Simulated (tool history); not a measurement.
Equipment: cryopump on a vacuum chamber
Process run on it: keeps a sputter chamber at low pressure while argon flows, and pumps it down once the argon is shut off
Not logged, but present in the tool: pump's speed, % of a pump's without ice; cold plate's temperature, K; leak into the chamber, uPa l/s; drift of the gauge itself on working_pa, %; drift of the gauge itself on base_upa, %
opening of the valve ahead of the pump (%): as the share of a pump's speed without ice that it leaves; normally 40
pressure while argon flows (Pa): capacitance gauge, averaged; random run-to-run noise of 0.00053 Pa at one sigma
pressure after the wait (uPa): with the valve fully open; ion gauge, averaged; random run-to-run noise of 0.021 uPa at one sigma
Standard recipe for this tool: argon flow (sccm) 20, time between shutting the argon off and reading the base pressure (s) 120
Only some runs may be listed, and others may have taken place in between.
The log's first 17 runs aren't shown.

| run | hour | argon flow (sccm) | time between shutting the argon off and reading the base pressure (s) | opening of the valve ahead of the pump (%) | hours of work since the pump was warmed up and emptied | hours of work since the cold head was overhauled | hours of work since the chamber's fittings were tightened | pressure while argon flows (Pa) | pressure after the wait (uPa) |
|---|---|---|---|---|---|---|---|---|---|
| 18 | 212.1 | 25 | 194 | 57 | 385 | 385 | 1442 | 0.0435 | 2.76 |
|  | 214.8 | leaking fittings of the chamber tightened, without venting |
| 19 | 229.4 | 25 | 194 | 57 | 393 | 393 | 8 | 0.0431 | 0.33 |
| 20 | 241.3 | 25 | 194 | 57 | 399 | 399 | 14 | 0.0433 | 0.39 |
| 21 | 256.4 | 22 | 120 | 55 | 408 | 408 | 23 | 0.0388 | 0.44 |
| 22 | 271.7 | 22 | 120 | 55 | 416 | 416 | 31 | 0.0391 | 0.46 |
| 23 | 280.4 | 20 | 234 | 41 | 421 | 421 | 36 | 0.0467 | 0.36 |
| 24 | 291.3 | 20 | 23 | 22 | 427 | 427 | 41 | 0.0812 | 1.17 |
| 25 | 306.7 | 20 | 23 | 22 | 435 | 435 | 50 | 0.0813 | 1.15 |
| 26 | 317.5 | 14 | 294 | 37 | 441 | 441 | 56 | 0.0363 | 0.42 |
| 27 | 324.8 | 35 | 44 | 48 | 445 | 445 | 60 | 0.071 | 0.79 |
| 28 | 336.9 | 35 | 44 | 48 | 451 | 451 | 66 | 0.0704 | 0.85 |
| 29 | 348.1 | 16 | 120 | 16 | 457 | 457 | 72 | 0.0886 | 0.54 |
| 30 | 363.5 | 27 | 112 | 16 | 466 | 466 | 81 | 0.1498 | 0.54 |
| 31 | 374.5 | 27 | 112 | 16 | 472 | 472 | 87 | 0.1492 | 0.59 |
| 32 | 383.4 | 17 | 120 | 40 | 477 | 477 | 91 | 0.0406 | 0.59 |
| 33 | 392.1 | 10 | 105 | 27 | 481 | 481 | 96 | 0.0332 | 0.6 |
| 34 | 402.8 | 18 | 61 | 16 | 487 | 487 | 102 | 0.0998 | 0.74 |

4 options for the next run, each taken on its own from the tool as it stands now. Forecast them:
| A | 415.5 | 20 | 95 | 40 | 494 | 494 | 109 | ? | ? |
| B | 415.5 | 16 | 24 | 21 | 494 | 494 | 109 | ? | ? |
| C | 415.5 | 30 | 120 | 40 | 494 | 494 | 109 | ? | ? |
| D | 415.5 | 16 | 44 | 16 | 494 | 494 | 109 | ? | ? |

| run | pressure while argon flows (Pa) | pressure after the wait (uPa) |
|---|---|---|
| A | 0.0488 | 0.67 |
| B | 0.0692 | 1.25 |
| C | 0.0728 | 0.65 |
| D | 0.089 | 0.93 |
Stripped of hidden state, with their random variation kept, the same runs would have yielded:
| run | pressure while argon flows (Pa) | pressure after the wait (uPa) |
|---|---|---|
| A | 0.0421 | 0.37 |
| B | 0.0638 | 0.95 |
| C | 0.0627 | 0.32 |
| D | 0.0837 | 0.62 |
